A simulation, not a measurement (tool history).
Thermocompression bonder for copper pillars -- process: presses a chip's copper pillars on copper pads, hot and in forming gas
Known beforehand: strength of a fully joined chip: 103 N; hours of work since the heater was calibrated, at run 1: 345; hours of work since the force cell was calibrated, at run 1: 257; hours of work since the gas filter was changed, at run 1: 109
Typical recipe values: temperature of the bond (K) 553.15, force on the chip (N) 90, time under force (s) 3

run    hour  temperature of the bond (K)  force on the chip (N)  time under force (s)  hours of work since the heater was calibrated  hours of work since the force cell was calibrated  hours of work since the gas filter was changed  force that shears a chip off (N)
  1       0                       553.15                     90                     3                                            345                                                257                                             109                              48.7
  2    86.9                       553.15                     90                     2                                            410                                                322                                             174                                41
  3     123                       553.15                     90                     3                                            437                                                349                                             201                              46.9
        175  -- forming gas filter changed
  4   183.6                       553.15                     90                     3                                            482                                                394                                               7                              52.7
  5   238.2                       553.15                     90                     3                                            523                                                435                                              47                              51.1
  6   304.7                       553.15                     90                     3                                            573                                                485                                              97                              49.5
  7   363.7                       571.15                     90                     3                                            617                                                529                                             142                              59.1
  8   412.4                       571.15                     90                     3                                            654                                                566                                             178                              57.8
  9   449.9                       535.15                     90                     3                                            682                                                594                                             206                              38.5
 10   487.1                       553.15                     85                     3                                            710                                                622                                             234                              47.2
        501  -- forming gas filter changed
 11   551.7                       553.15                     85                     3                                            758                                                670                                              38                              50.4
 12   587.3                       553.15                     85                     3                                            785                                                697                                              65                              50.4
 13   671.1                       553.15                     90                     7                                            847                                                759                                             128                              66.5
 14   708.7                       553.15                     90                     7                                            876                                                788                                             156                              65.2
      767.5  -- heater calibrated with a thermocouple chip
 15   767.5                       553.15                     90                     7                                              0                                                830                                             198                              58.9
 16   814.2                       553.15                     90                     2                                             35                                                865                                             233                              36.7
      824.5  -- forming gas filter changed
 17   882.1                       553.15                     90                     2                                             86                                                916                                              43                              41.5
 18   966.7                       553.15                     90                     2                                            149                                                979                                             107                              41.2
 19  1029.6                       553.15                     90                     2                                            196                                               1026                                             154                              39.4
 20  1079.9                       553.15                     90                     3                                            234                                               1064                                             192                              44.4
     1150.3  -- forming gas filter changed
 21  1150.3                       537.15                     59                     6                                            286                                               1116                                               0                              36.6
 22  1212.8                       537.15                     59                     6                                            333                                               1163                                              47                              36.9

Run 23 is up next; what results do you expect?
 23  1275.4                       537.15                     59                     6                                            380                                               1210                                              94                                 ?

Run 23 produced force that shears a chip off (N) 36.8.
On a tool with no hidden condition, and with the same random variation, this run would have come out at force that shears a chip off (N) 37.5.
